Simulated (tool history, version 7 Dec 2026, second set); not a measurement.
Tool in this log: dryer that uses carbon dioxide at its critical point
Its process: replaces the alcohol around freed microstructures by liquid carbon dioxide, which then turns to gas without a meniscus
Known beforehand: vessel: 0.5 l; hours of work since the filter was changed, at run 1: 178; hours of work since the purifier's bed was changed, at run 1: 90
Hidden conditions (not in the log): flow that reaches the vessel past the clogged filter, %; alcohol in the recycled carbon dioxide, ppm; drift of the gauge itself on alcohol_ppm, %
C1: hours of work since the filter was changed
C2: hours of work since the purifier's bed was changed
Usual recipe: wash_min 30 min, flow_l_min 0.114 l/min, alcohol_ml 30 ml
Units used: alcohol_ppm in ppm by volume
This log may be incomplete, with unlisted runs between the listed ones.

{"run": 1, "hour": 0.0, "wash_min": 30, "flow_l_min": 0.114, "alcohol_ml": 30, "C1": 178, "C2": 90, "alcohol_ppm": 542}
{"run": 2, "hour": 34.5, "wash_min": 30, "flow_l_min": 0.114, "alcohol_ml": 30, "C1": 205, "C2": 116, "alcohol_ppm": 561}
{"run": 3, "hour": 65.3, "wash_min": 26, "flow_l_min": 0.114, "alcohol_ml": 30, "C1": 228, "C2": 140, "alcohol_ppm": 1040}
{"run": 4, "hour": 93.7, "wash_min": 26, "flow_l_min": 0.114, "alcohol_ml": 30, "C1": 250, "C2": 161, "alcohol_ppm": 1056}
{"run": 5, "hour": 123.7, "wash_min": 26, "flow_l_min": 0.114, "alcohol_ml": 30, "C1": 273, "C2": 184, "alcohol_ppm": 1099}
{"run": 6, "hour": 145.8, "wash_min": 26, "flow_l_min": 0.114, "alcohol_ml": 30, "C1": 290, "C2": 201, "alcohol_ppm": 1118}
{"run": 7, "hour": 181.1, "wash_min": 34, "flow_l_min": 0.114, "alcohol_ml": 30, "C1": 317, "C2": 228, "alcohol_ppm": 403}
{"run": 8, "hour": 219.3, "wash_min": 30, "flow_l_min": 0.166, "alcohol_ml": 30, "C1": 346, "C2": 257, "alcohol_ppm": 204}
{"run": 9, "hour": 257.0, "wash_min": 30, "flow_l_min": 0.114, "alcohol_ml": 30, "C1": 375, "C2": 286, "alcohol_ppm": 724}
{"run": 10, "hour": 296.2, "wash_min": 30, "flow_l_min": 0.114, "alcohol_ml": 30, "C1": 405, "C2": 316, "alcohol_ppm": 748}
{"run": 11, "hour": 324.7, "wash_min": 30, "flow_l_min": 0.114, "alcohol_ml": 30, "C1": 426, "C2": 338, "alcohol_ppm": 767}
{"run": 12, "hour": 367.7, "wash_min": 30, "flow_l_min": 0.114, "alcohol_ml": 30, "C1": 459, "C2": 371, "alcohol_ppm": 818}
{"run": 13, "hour": 388.9, "wash_min": 33, "flow_l_min": 0.114, "alcohol_ml": 30, "C1": 475, "C2": 387, "alcohol_ppm": 582}
{"run": 14, "hour": 420.9, "wash_min": 21, "flow_l_min": 0.114, "alcohol_ml": 30, "C1": 500, "C2": 411, "alcohol_ppm": 2813}
{"hour": 446.6, "done": "inlet filter changed"}
{"run": 15, "hour": 459.4, "wash_min": 21, "flow_l_min": 0.114, "alcohol_ml": 30, "C1": 10, "C2": 440, "alcohol_ppm": 2150}
{"run": 16, "hour": 497.0, "wash_min": 30, "flow_l_min": 0.091, "alcohol_ml": 30, "C1": 39, "C2": 469, "alcohol_ppm": 1398}
{"run": 17, "hour": 542.0, "wash_min": 30, "flow_l_min": 0.091, "alcohol_ml": 30, "C1": 73, "C2": 503, "alcohol_ppm": 1400}
{"run": 18, "hour": 566.3, "wash_min": 30, "flow_l_min": 0.091, "alcohol_ml": 30, "C1": 91, "C2": 522, "alcohol_ppm": 1451}
{"run": 19, "hour": 613.0, "wash_min": 30, "flow_l_min": 0.091, "alcohol_ml": 30, "C1": 127, "C2": 557, "alcohol_ppm": 1485}
{"run": 20, "hour": 645.3, "wash_min": 35, "flow_l_min": 0.099, "alcohol_ml": 56, "C1": 152, "C2": 582, "alcohol_ppm": 1094}
{"run": 21, "hour": 668.0, "wash_min": 32, "flow_l_min": 0.114, "alcohol_ml": 30, "C1": 169, "C2": 599, "alcohol_ppm": 624}
{"hour": 674.6, "done": "purifier's bed changed"}
{"run": 22, "hour": 699.1, "wash_min": 35, "flow_l_min": 0.185, "alcohol_ml": 24, "C1": 191, "C2": 19, "alcohol_ppm": 20}
{"run": 23, "hour": 745.8, "wash_min": 30, "flow_l_min": 0.114, "alcohol_ml": 37, "C1": 226, "C2": 54, "alcohol_ppm": 693}
{"run": 24, "hour": 787.7, "wash_min": 46, "flow_l_min": 0.138, "alcohol_ml": 29, "C1": 258, "C2": 86, "alcohol_ppm": 60}
{"run": 25, "hour": 823.6, "wash_min": 46, "flow_l_min": 0.138, "alcohol_ml": 29, "C1": 286, "C2": 114, "alcohol_ppm": 74}
{"run": 26, "hour": 845.6, "wash_min": 46, "flow_l_min": 0.138, "alcohol_ml": 29, "C1": 303, "C2": 131, "alcohol_ppm": 65}
{"run": 27, "hour": 868.1, "wash_min": 30, "flow_l_min": 0.083, "alcohol_ml": 30, "C1": 320, "C2": 148, "alcohol_ppm": 1991}
{"run": 28, "hour": 895.9, "wash_min": 30, "flow_l_min": 0.105, "alcohol_ml": 30, "C1": 341, "C2": 169, "alcohol_ppm": 902}
{"run": 29, "hour": 916.5, "wash_min": 30, "flow_l_min": 0.105, "alcohol_ml": 30, "C1": 357, "C2": 185, "alcohol_ppm": 962}
{"run": 30, "hour": 935.6, "wash_min": 30, "flow_l_min": 0.138, "alcohol_ml": 29, "C1": 371, "C2": 199, "alcohol_ppm": 328}
{"run": 31, "hour": 960.6, "wash_min": 30, "flow_l_min": 0.138, "alcohol_ml": 29, "C1": 390, "C2": 218, "alcohol_ppm": 341}
{"run": 32, "hour": 996.1, "wash_min": 40, "flow_l_min": 0.121, "alcohol_ml": 24, "C1": 417, "C2": 246, "alcohol_ppm": 188}
{"run": 33, "hour": 1032.3, "wash_min": 40, "flow_l_min": 0.121, "alcohol_ml": 78, "C1": 445, "C2": 273, "alcohol_ppm": 386}
{"run": 34, "hour": 1052.1, "wash_min": 40, "flow_l_min": 0.121, "alcohol_ml": 78, "C1": 460, "C2": 288, "alcohol_ppm": 391}
{"run": 35, "hour": 1081.2, "wash_min": 30, "flow_l_min": 0.114, "alcohol_ml": 98, "C1": 483, "C2": 311, "alcohol_ppm": 2332}
{"run": 36, "hour": 1102.8, "wash_min": 23, "flow_l_min": 0.069, "alcohol_ml": 49, "C1": 499, "C2": 327, "alcohol_ppm": 12079}
{"hour": 1128.9, "done": "inlet filter changed"}
{"run": 37, "hour": 1136.8, "wash_min": 26, "flow_l_min": 0.076, "alcohol_ml": 45, "C1": 6, "C2": 352, "alcohol_ppm": 5151}

What differs in the tool's unlogged condition from the final listed run ahead of each entry between runs to the first listed run following it?
Between runs 14 and 15: inlet filter changed (hour 446.6)
  flow that reaches the vessel past the clogged filter, %: 91.1 -> 99.7; alcohol in the recycled carbon dioxide, ppm: 177.6 -> 189.4
  what was measured, less what the result would be without the hidden state, alcohol_ppm: +872 -> +210 ppm by volume
Between runs 21 and 22: purifier's bed changed (hour 674.6)
  flow that reaches the vessel past the clogged filter, %: 96.8 -> 96.3; alcohol in the recycled carbon dioxide, ppm: 261.1 -> 14.9
  what was measured, less what the result would be without the hidden state, alcohol_ppm: +312 -> +12 ppm by volume
Between runs 36 and 37: inlet filter changed (hour 1128.9)
  flow that reaches the vessel past the clogged filter, %: 90.7 -> 99.5; alcohol in the recycled carbon dioxide, ppm: 148.4 -> 158.8
  what was measured, less what the result would be without the hidden state, alcohol_ppm: +2481 -> +230 ppm by volume

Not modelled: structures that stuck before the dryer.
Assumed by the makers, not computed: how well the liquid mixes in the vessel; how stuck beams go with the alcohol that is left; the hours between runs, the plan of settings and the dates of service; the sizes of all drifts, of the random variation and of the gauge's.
